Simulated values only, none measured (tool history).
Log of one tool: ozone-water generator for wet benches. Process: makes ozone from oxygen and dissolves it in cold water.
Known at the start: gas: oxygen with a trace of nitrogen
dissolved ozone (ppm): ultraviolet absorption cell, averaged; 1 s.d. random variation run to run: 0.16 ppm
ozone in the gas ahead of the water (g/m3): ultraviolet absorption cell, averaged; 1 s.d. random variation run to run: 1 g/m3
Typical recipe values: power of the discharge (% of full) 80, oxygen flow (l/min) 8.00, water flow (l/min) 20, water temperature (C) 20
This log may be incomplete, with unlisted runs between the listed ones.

run   hour  power of the discharge (% of full)  oxygen flow (l/min)  water flow (l/min)  water temperature (C)  dissolved ozone (ppm)  ozone in the gas ahead of the water (g/m3)
  1    0.0                                  80                 8.00                  20                     20                   21.2                                       180.4
  2   21.2                                  80                 8.00                  20                     20                   21.2                                       183.4
  3   53.2                                  80                 8.00                  20                     20                   21.1                                       183.6
  4   67.6                                  66                 8.00                  20                     20                   18.2                                       160.0
  5   95.4                                  80                 8.00                  20                     20                   21.1                                       183.4
  6  116.3                                  80                 8.00                  20                     25                   19.1                                       185.8
  7  148.3                                  80                 8.00                  20                     20                   21.3                                       185.0
  8  173.2                                  80                 8.00                  20                     20                   21.1                                       185.4
  9  195.9                                  80                 8.00                  20                     20                   21.4                                       184.2
 10  220.6                                  80                 8.00                  14                     20                   25.7                                       185.3
 11  240.2                                  80                 8.00                  20                     20                   20.9                                       186.6
 12  271.7                                  80                 8.00                  20                     20                   21.2                                       187.5
 13  292.3                                  80                 8.00                  20                     20                   20.9                                       186.2
 14  326.3                                  80                 8.00                  20                     20                   21.1                                       189.6
 15  341.6                                  80                 8.00                  20                     20                   21.2                                       182.9
 16  370.6                                  80                 8.00                  20                     20                   20.9                                       182.9
 17  391.9                                  80                 8.00                  20                     20                   21.3                                       183.3
 18  422.3                                  82                 8.67                  20                     20                   21.4                                       179.8
 19  441.6                                  80                 8.00                  13                     26                   23.6                                       184.3
 20  470.8                                  89                 8.00                  20                     13                   25.8                                       199.0
 21  489.2                                  89                 8.00                  12                     21                   29.5                                       197.8
 22  509.1                                  95                11.92                  17                     15                   27.1                                       169.7
 23  537.6                                  95                11.92                  17                     15                   27.1                                       169.9
 24  565.0                                  68                14.35                  23                     13                   18.5                                       123.7
 25  586.4                                  68                14.35                  23                     13                   18.7                                       123.2
 26  612.9                                  68                14.35                  23                     13                   18.7                                       122.8
 27  634.7                                  68                14.35                  23                     13                   18.3                                       124.4
 28  661.9                                  68                14.35                  23                     13                   18.2                                       124.4
 29  680.4                                  68                14.35                  23                     13                   18.3                                       125.2
 30  700.2                                  68                14.35                  23                     13                   18.3                                       123.5
 31  722.0                                  96                 8.00                  26                     16                   21.6                                       216.0
 32  739.8                                  55                 8.00                  23                     20                   14.8                                       145.0

Not shown here: 1 entry made in the log between runs. Locate each between two listed runs and compare the hidden state at the listed run before it with the hidden state at the listed run after it:
From run 14 to run 15: gauge calibrated (hour 330.2)
  drift of the gauge itself on gas_g_m3, %: 2.85 -> 0.1
  difference, measured minus the result without the unlogged condition, ozone in the gas ahead of the water (g/m3): +5.2 -> +0.1
